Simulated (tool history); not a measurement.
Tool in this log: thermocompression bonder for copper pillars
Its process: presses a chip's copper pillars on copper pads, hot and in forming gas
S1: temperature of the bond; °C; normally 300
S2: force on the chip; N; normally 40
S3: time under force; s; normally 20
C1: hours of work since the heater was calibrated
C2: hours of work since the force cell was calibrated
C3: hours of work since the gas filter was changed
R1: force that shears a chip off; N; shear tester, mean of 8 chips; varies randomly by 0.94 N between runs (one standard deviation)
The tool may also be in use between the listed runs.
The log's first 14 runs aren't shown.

At day 7.829: force cell calibrated, once more.
Run 15, day 8.229: usual settings; C1 837; C2 6; C3 257. Result: R1 70.8 N.
Run 16, day 8.721: usual settings; C1 844; C2 13; C3 265. Result: R1 72 N.
Run 17, day 9.054: usual settings; C1 849; C2 18; C3 270. Result: R1 72.2 N.
Run 18, day 9.438: usual settings but S1 288 °C; C1 854; C2 24; C3 275. Result: R1 65.3 N.
Run 19, day 10.1: usual settings but S1 326 °C, S2 47 N, S3 30 s; C1 864; C2 34; C3 285. Result: R1 96.7 N.
At day 10.871: heater calibrated with a thermocouple chip.
Run 20, day 10.871: usual settings but S1 275 °C, S2 45 N, S3 30 s; C1 0; C2 44; C3 295. Result: R1 77.9 N.
Run 21, day 11.429: usual settings but S1 292 °C, S3 29 s; C1 8; C2 52; C3 304. Result: R1 79.8 N.
Run 22, day 12.138: usual settings but S1 323 °C, S3 12 s; C1 19; C2 63; C3 314. Result: R1 77.1 N.
Run 23, day 12.858: usual settings but S1 295 °C, S2 26 N, S3 40 s; C1 30; C2 73; C3 325. Result: R1 66.3 N.
Run 24, day 13.217: usual settings but S2 48 N, S3 13 s; C1 35; C2 79; C3 330. Result: R1 77 N.
Run 25, day 13.833: usual settings but S2 50 N, S3 17 s; C1 44; C2 88; C3 339. Result: R1 82.9 N.
Run 26, day 14.354: usual settings but S1 297 °C, S2 49 N, S3 19 s; C1 52; C2 96; C3 347. Result: R1 81.7 N.
Run 27, day 15.05: usual settings but S1 297 °C, S2 49 N, S3 19 s; C1 62; C2 106; C3 357. Result: R1 83.4 N.
At day 15.225: forming gas filter changed.
Run 28, day 15.383: usual settings but S1 297 °C, S2 49 N, S3 23 s; C1 67; C2 111; C3 2. Result: R1 90.6 N.
Run 29, day 15.888: usual settings but S1 279 °C, S2 35 N, S3 19 s; C1 74; C2 118; C3 10. Result: R1 60.5 N.
Run 30, day 16.438: usual settings but S1 279 °C, S2 35 N, S3 19 s; C1 82; C2 126; C3 18. Result: R1 58.8 N.

3 ways to go on from here, each from the tool as it stands after run 30. What would each give?
Run A, day 16.971: usual settings but S1 303 °C, S2 27 N, S3 32 s; C1 90; C2 134; C3 26. Result: R1 ?.
Run B, day 16.971: usual settings but S1 292 °C, S3 21 s; C1 90; C2 134; C3 26. Result: R1 ?.
Run C, day 16.971: usual settings but S1 318 °C, S2 35 N, S3 11 s; C1 90; C2 134; C3 26. Result: R1 ?.

run    R1
  A  70.1
  B  74.1
  C  68.2
Without the tool's unlogged condition, the same runs would have read:
run    R1
  A  70.8
  B  74.9
  C    69

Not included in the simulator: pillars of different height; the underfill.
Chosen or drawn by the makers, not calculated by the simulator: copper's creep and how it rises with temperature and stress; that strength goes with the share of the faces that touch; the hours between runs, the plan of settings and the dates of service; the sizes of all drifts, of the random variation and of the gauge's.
